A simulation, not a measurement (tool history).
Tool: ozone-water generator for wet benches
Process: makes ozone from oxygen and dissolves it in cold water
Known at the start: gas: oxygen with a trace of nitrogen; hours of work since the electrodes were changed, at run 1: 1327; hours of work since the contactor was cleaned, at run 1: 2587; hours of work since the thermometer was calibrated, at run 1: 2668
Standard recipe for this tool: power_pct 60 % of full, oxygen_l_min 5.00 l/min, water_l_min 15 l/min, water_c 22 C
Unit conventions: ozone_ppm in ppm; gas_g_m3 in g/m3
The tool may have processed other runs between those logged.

run,hour,power_pct,oxygen_l_min,water_l_min,water_c,hours of work since the electrodes were changed,hours of work since the contactor was cleaned,hours of work since the thermometer was calibrated,ozone_ppm,gas_g_m3
1,0.0,60,5.00,15,22,1327,2587,2668,30.6,237.5
# hour 39.3: water thermometer calibrated
2,55.3,60,5.00,13,22,1362,2622,10,32.6,236.0
3,104.6,60,5.00,15,27,1393,2653,41,27.5,235.8
4,172.1,60,5.00,15,27,1435,2695,83,27.5,238.5
5,244.5,60,5.00,15,27,1481,2740,129,28.0,236.0
6,287.5,91,5.00,15,22,1508,2767,156,38.9,304.3
7,361.0,68,5.00,15,22,1554,2814,202,32.4,253.4
8,413.9,60,8.79,15,22,1587,2847,235,27.2,171.3
# hour 430.1: water thermometer calibrated, once more
9,458.4,60,5.00,15,21,1615,2875,18,30.7,235.3
10,529.0,60,5.00,15,21,1659,2919,62,30.5,235.3
11,584.6,60,5.00,15,21,1694,2954,97,30.4,236.8
12,635.4,60,5.00,15,22,1726,2986,129,29.9,234.3
13,709.9,60,5.00,15,22,1773,3033,176,29.9,235.5
14,761.2,60,5.00,15,22,1805,3065,208,29.9,233.7
15,812.2,60,5.00,15,22,1837,3097,240,30.0,233.7
16,879.8,60,5.00,15,22,1880,3139,283,29.7,235.1
17,917.8,60,5.00,15,22,1903,3163,306,29.8,235.2
18,954.0,94,4.81,14,21,1926,3186,329,42.0,317.9
19,999.1,94,4.81,14,21,1954,3214,357,41.9,312.3
20,1065.9,71,4.81,20,21,1996,3256,399,28.1,265.1
21,1119.9,71,4.81,20,21,2030,3290,433,27.9,264.2
22,1188.0,87,5.41,21,21,2073,3333,476,30.2,278.3
23,1248.4,97,5.01,21,16,2111,3371,514,34.4,308.4
24,1304.6,97,5.01,21,16,2146,3406,549,34.5,313.1
25,1348.3,60,5.00,15,22,2174,3434,577,29.4,230.8
26,1397.5,56,5.00,15,22,2205,3465,608,28.5,224.4
27,1443.3,56,5.90,15,22,2234,3493,637,27.5,203.6
28,1514.0,98,4.60,15,21,2278,3538,681,40.6,329.0
29,1561.4,60,2.73,24,18,2308,3568,711,21.1,327.6

5 options for the next run, each taken on its own from the tool as it stands now. Forecast them:
A,1620.4,60,5.00,15,22,2345,3605,748,?,?
B,1620.4,81,3.99,15,22,2345,3605,748,?,?
C,1620.4,60,2.73,24,15,2345,3605,748,?,?
D,1620.4,60,2.73,10,18,2345,3605,748,?,?
E,1620.4,41,4.82,10,22,2345,3605,748,?,?

run,ozone_ppm,gas_g_m3
A,29.3,234.2
B,35.8,316.4
C,21.5,327.2
D,42.5,325.4
E,29.2,187.8
Stripped of hidden state, with their random variation kept, the same runs would have yielded:
run,ozone_ppm,gas_g_m3
A,31.7,247.5
B,39.2,338.4
C,23.4,345.9
D,45.8,344.0
E,31.0,195.7
